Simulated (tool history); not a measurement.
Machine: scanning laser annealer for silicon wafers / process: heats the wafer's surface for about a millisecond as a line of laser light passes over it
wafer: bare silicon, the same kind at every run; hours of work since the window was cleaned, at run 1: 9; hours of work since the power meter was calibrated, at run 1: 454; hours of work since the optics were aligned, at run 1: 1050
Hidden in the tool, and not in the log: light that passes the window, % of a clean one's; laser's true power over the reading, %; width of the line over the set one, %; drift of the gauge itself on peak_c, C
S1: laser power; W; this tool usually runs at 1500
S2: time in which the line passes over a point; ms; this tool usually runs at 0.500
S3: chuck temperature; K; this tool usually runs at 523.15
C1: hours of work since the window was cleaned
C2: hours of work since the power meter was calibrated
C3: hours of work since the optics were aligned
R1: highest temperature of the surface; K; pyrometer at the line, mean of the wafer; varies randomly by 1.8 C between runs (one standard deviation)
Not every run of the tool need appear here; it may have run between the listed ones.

run 1 hour=0.0 | S1=1500 S2=0.500 S3=523.15 | C1=9 C2=454 C3=1050 | R1=1342.15
run 2 hour=22.1 | S1=1500 S2=0.500 S3=523.15 | C1=24 C2=469 C3=1065 | R1=1335.15
run 3 hour=44.7 | S1=1500 S2=0.500 S3=542.15 | C1=39 C2=484 C3=1081 | R1=1356.15
run 4 hour=61.6 | S1=1500 S2=0.500 S3=523.15 | C1=51 C2=496 C3=1092 | R1=1337.15
run 5 hour=87.6 | S1=1500 S2=0.500 S3=523.15 | C1=69 C2=513 C3=1110 | R1=1338.15
run 6 hour=113.0 | S1=1500 S2=0.500 S3=523.15 | C1=86 C2=531 C3=1128 | R1=1333.15
run 7 hour=125.0 | S1=1312 S2=0.500 S3=523.15 | C1=94 C2=539 C3=1136 | R1=1241.15
run 8 hour=138.9 | S1=1500 S2=0.560 S3=523.15 | C1=104 C2=548 C3=1145 | R1=1386.15
run 9 hour=152.4 | S1=1500 S2=0.560 S3=523.15 | C1=113 C2=558 C3=1154 | R1=1381.15
run 10 hour=174.3 | S1=1500 S2=0.560 S3=523.15 | C1=128 C2=573 C3=1169 | R1=1382.15
run 11 hour=197.6 | S1=1500 S2=0.560 S3=523.15 | C1=144 C2=589 C3=1185 | R1=1382.15
-- hour=211.4 optics aligned, line set to its width
run 12 hour=224.0 | S1=1500 S2=0.500 S3=522.15 | C1=158 C2=603 C3=9 | R1=1346.15
run 13 hour=243.4 | S1=1500 S2=0.500 S3=547.15 | C1=172 C2=616 C3=22 | R1=1374.15
run 14 hour=261.1 | S1=1295 S2=0.500 S3=523.15 | C1=184 C2=629 C3=34 | R1=1245.15
run 15 hour=281.9 | S1=1500 S2=0.500 S3=504.15 | C1=198 C2=643 C3=48 | R1=1327.15
run 16 hour=300.8 | S1=1500 S2=0.516 S3=532.15 | C1=211 C2=656 C3=61 | R1=1367.15
run 17 hour=321.1 | S1=1551 S2=0.379 S3=554.15 | C1=225 C2=670 C3=75 | R1=1294.15
run 18 hour=345.4 | S1=1551 S2=0.379 S3=554.15 | C1=241 C2=686 C3=92 | R1=1290.15
run 19 hour=363.4 | S1=1629 S2=0.379 S3=513.15 | C1=254 C2=698 C3=104 | R1=1281.15
run 20 hour=391.6 | S1=1629 S2=0.379 S3=513.15 | C1=273 C2=718 C3=123 | R1=1283.15
run 21 hour=417.5 | S1=1500 S2=0.500 S3=562.15 | C1=291 C2=735 C3=141 | R1=1383.15
run 22 hour=439.9 | S1=1565 S2=0.354 S3=562.15 | C1=306 C2=751 C3=156 | R1=1281.15
run 23 hour=457.3 | S1=1347 S2=0.500 S3=523.15 | C1=318 C2=763 C3=168 | R1=1263.15
run 24 hour=478.8 | S1=1322 S2=0.492 S3=562.15 | C1=333 C2=777 C3=183 | R1=1284.15
run 25 hour=495.4 | S1=1621 S2=0.383 S3=556.15 | C1=344 C2=789 C3=194 | R1=1324.15
run 26 hour=512.1 | S1=1645 S2=0.487 S3=502.15 | C1=355 C2=800 C3=205 | R1=1376.15
run 27 hour=527.0 | S1=1313 S2=0.604 S3=523.15 | C1=365 C2=810 C3=216 | R1=1319.15
run 28 hour=553.2 | S1=1313 S2=0.604 S3=523.15 | C1=383 C2=828 C3=234 | R1=1321.15
run 29 hour=572.1 | S1=1313 S2=0.604 S3=523.15 | C1=396 C2=841 C3=246 | R1=1315.15

Alternative continuations, all from the tool just after run 29; predict every row:
run A hour=595.2 | S1=1282 S2=0.618 S3=547.15 | C1=412 C2=857 C3=262 | R1=?
run B hour=595.2 | S1=1357 S2=0.500 S3=523.15 | C1=412 C2=857 C3=262 | R1=?
run C hour=595.2 | S1=1480 S2=0.376 S3=483.15 | C1=412 C2=857 C3=262 | R1=?
run D hour=595.2 | S1=1561 S2=0.359 S3=547.15 | C1=412 C2=857 C3=262 | R1=?

run=A R1=1332.15
run=B R1=1265.15
run=C R1=1181.15
run=D R1=1260.15
Had the tool no hidden state, the same runs would have come out as:
run=A R1=1349.15
run=B R1=1282.15
run=C R1=1197.15
run=D R1=1276.15
